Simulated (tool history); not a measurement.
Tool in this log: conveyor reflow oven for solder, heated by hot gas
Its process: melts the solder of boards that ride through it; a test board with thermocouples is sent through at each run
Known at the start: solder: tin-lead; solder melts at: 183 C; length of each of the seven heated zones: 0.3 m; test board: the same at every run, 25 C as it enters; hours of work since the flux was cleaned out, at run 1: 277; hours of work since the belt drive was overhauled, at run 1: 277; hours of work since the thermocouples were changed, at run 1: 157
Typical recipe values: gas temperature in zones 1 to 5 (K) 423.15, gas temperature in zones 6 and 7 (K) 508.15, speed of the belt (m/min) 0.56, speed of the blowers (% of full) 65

run,day,gas temperature in zones 1 to 5 (K),gas temperature in zones 6 and 7 (K),speed of the belt (m/min),speed of the blowers (% of full),hours of work since the flux was cleaned out,hours of work since the belt drive was overhauled,hours of work since the thermocouples were changed,highest temperature of the board (K),time above the solder's melting point (s)
1,0,423.15,508.15,0.56,65,277,277,157,492.54,53.29
2,1.046,423.15,508.15,0.56,65,292,292,173,492.66,53.31
3,1.717,423.15,508.15,0.512,65,303,303,183,495.12,60.2
4,3.054,423.15,508.15,0.503,65,323,323,203,495.62,61.59
5,3.904,423.15,508.15,0.503,65,336,336,216,495.68,61.57
6,4.725,423.15,508.15,0.56,65,348,348,228,492.72,53.35
7,5.612,423.15,508.15,0.56,65,362,362,242,492.76,53.29
8,7,423.15,497.15,0.56,65,383,383,263,483.25,47.15
9,7.775,410.15,508.15,0.56,65,394,394,274,490.19,47.61
10,9.096,410.15,508.15,0.56,65,414,414,294,490.17,47.42
11,10.008,423.15,507.15,0.56,65,428,428,308,491.77,52.75
12,10.888,423.15,507.15,0.56,65,441,441,322,491.77,52.81
# day 11.746: flux residue cleaned out of gas plates and filters
13,12.617,423.15,508.15,0.56,62,13,464,345,492.17,52.99
14,13.633,423.15,508.15,0.56,62,29,480,360,492.18,52.8
15,14.258,423.15,508.15,0.56,62,38,489,369,492.19,52.95
16,15.429,419.15,508.15,0.56,65,56,507,387,492.03,51.48
17,16.15,419.15,508.15,0.553,65,67,518,398,492.39,52.4
18,17.2,419.15,508.15,0.553,65,83,534,414,492.42,52.45
19,18.171,413.15,511.15,0.581,64,97,548,429,491.86,47.57
20,19,423.15,508.15,0.53,65,110,561,441,494.31,57.56
21,19.646,423.15,508.15,0.53,65,120,571,451,494.32,57.48
22,20.85,423.15,501.15,0.56,65,138,589,469,486.72,49.61
23,22.233,428.15,503.15,0.572,60,159,610,490,487.87,50.95
24,23.392,428.15,503.15,0.572,60,176,628,508,487.93,50.93
# day 24.008: thermocouples of zones 6 and 7 changed
25,25.021,436.15,507.15,0.572,60,200,651,15,492.86,57.19
26,26.117,423.15,508.15,0.596,54,216,667,32,488.38,46.84
27,26.821,423.15,508.15,0.56,60,227,678,43,491.75,52.6
28,27.525,412.15,502.15,0.496,65,238,689,53,489.1,54.4
29,28.688,412.15,502.15,0.496,71,255,706,71,489.93,55.25
30,29.446,436.15,512.15,0.49,70,267,718,82,502.38,72.07

Each row is a separate what-if for the run after 30, all from the same tool condition, not one after another. Results?
A,30.704,412.15,512.15,0.49,87,286,737,101,?,?
B,30.704,436.15,517.15,0.49,70,286,737,101,?,?
C,30.704,436.15,512.15,0.456,56,286,737,101,?,?
D,30.704,410.15,508.15,0.56,86,286,737,101,?,?

run,highest temperature of the board (K),time above the solder's melting point (s)
A,501.48,63.06
B,506.83,73.85
C,501.95,77.56
D,493.8,50.34
The same runs, with their run-to-run variation unchanged, on a tool lacking any hidden condition would have given:
run,highest temperature of the board (K),time above the solder's melting point (s)
A,501.5,63.06
B,506.84,73.83
C,501.96,77.54
D,493.83,50.36
